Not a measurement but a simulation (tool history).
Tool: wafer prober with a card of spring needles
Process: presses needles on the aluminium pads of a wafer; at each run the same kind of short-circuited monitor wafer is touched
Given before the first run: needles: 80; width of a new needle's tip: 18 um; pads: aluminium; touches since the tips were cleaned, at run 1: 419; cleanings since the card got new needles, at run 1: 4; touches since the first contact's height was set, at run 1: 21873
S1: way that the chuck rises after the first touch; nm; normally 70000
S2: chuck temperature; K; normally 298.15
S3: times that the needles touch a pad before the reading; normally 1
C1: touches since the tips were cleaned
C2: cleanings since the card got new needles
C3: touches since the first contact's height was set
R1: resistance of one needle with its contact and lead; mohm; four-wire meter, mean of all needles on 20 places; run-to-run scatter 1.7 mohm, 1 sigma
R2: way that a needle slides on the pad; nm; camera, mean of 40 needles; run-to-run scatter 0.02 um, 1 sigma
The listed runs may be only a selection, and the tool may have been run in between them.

| run | hour | S1 | S2 | S3 | C1 | C2 | C3 | R1 | R2 |
|---|---|---|---|---|---|---|---|---|---|
| 1 | 0.0 | 70000 | 298.15 | 1 | 419 | 4 | 21873 | 176 | 19050 |
|  | 7.2 | tips cleaned on abrasive film |
|  | 15.5 | tips cleaned on abrasive film |
|  | 23.2 | tips cleaned on abrasive film |
| 2 | 26.1 | 70000 | 298.15 | 1 | 1710 | 7 | 37311 | 193 | 18940 |
|  | 31.6 | tips cleaned on abrasive film |
|  | 40.2 | tips cleaned on abrasive film |
|  | 49.1 | tips cleaned on abrasive film |
| 3 | 51.1 | 70000 | 298.15 | 1 | 1168 | 10 | 52055 | 184 | 18910 |
|  | 53.1 | tips cleaned on abrasive film, once more |
|  | 61.3 | tips cleaned on abrasive film |
|  | 70.1 | tips cleaned on abrasive film |
| 4 | 76.8 | 70000 | 298.15 | 1 | 4030 | 13 | 67272 | 214 | 18790 |
|  | 78.8 | tips cleaned on abrasive film |
|  | 86.7 | tips cleaned on abrasive film |
| 5 | 89.4 | 70000 | 298.15 | 1 | 1668 | 15 | 74721 | 196 | 18730 |
|  | 95.8 | tips cleaned on abrasive film |
|  | 99.6 | height of the first contact set anew |
|  | 104.8 | tips cleaned on abrasive film |
|  | 113.7 | tips cleaned on abrasive film |
| 6 | 116.9 | 70000 | 298.15 | 1 | 1873 | 18 | 10195 | 197 | 19090 |
|  | 122.7 | tips cleaned on abrasive film |
|  | 131.0 | tips cleaned on abrasive film |
|  | 139.5 | tips cleaned on abrasive film |
| 7 | 142.6 | 70000 | 298.15 | 1 | 1858 | 21 | 25404 | 193 | 19040 |
|  | 147.3 | tips cleaned on abrasive film |
|  | 156.4 | tips cleaned on abrasive film |
|  | 165.4 | tips cleaned on abrasive film |
| 8 | 166.9 | 70000 | 298.15 | 2 | 940 | 24 | 39790 | 178 | 18990 |
|  | 173.2 | tips cleaned on abrasive film |
| 9 | 179.0 | 70000 | 303.15 | 1 | 3480 | 25 | 46963 | 212 | 18910 |
|  | 181.0 | tips cleaned on abrasive film |
|  | 189.9 | tips cleaned on abrasive film |
|  | 198.6 | tips cleaned on abrasive film |
| 10 | 204.3 | 70000 | 298.15 | 1 | 3439 | 28 | 61903 | 209 | 18830 |

Expected results for the next run?
|  | 206.3 | tips cleaned on abrasive film |
|  | 215.2 | tips cleaned on abrasive film |
| 11 | 220.4 | 70000 | 332.15 | 2 | 3125 | 30 | 71429 | ? | ? |

{"run 11": {"R1": 198, "R2": 18790}}
The same run, on a tool lacking any hidden state, would have yielded R1 172 mohm, R2 19150 nm.
